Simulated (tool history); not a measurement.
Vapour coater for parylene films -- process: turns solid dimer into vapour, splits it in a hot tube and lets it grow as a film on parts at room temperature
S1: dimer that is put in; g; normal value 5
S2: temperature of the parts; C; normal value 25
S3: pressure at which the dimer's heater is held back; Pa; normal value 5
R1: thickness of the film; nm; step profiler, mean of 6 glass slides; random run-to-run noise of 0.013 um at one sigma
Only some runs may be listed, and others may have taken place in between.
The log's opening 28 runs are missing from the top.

run   hour  S1  S2    S3    R1
 29  453.5   9  19  2.07  6190
 30  463.2   9  32  7.14  2600
 31  480.8   6  28  6.93  2130
 32  498.9   8  28  6.93  2800
 33  520.8   9  35  6.93  2280
 34  534.3   4  21  2.17  2470
 35  548.8   3  18  2.17  2140
 36  561.8   6  21     8  2850
 37  583.2   9  17     3  6200
 38  596.2   9  17     3  6220
 39  606.4   3  23  5.32  1390
 40  627.8   4  24   4.9  1790
 41    637   4  24  3.63  1900

Predict each of these 3 candidate next runs independently; none follows another, all start after run 41:
  A  646.3   3  24  3.27   ?
  B  646.3   4  25  5.17   ?
  C  646.3   8  26  9.57   ?

run    R1
  A  1460
  B  1710
  C  2840
With no hidden state in the tool, these same runs would have given:
run    R1
  A  1520
  B  1780
  C  2960
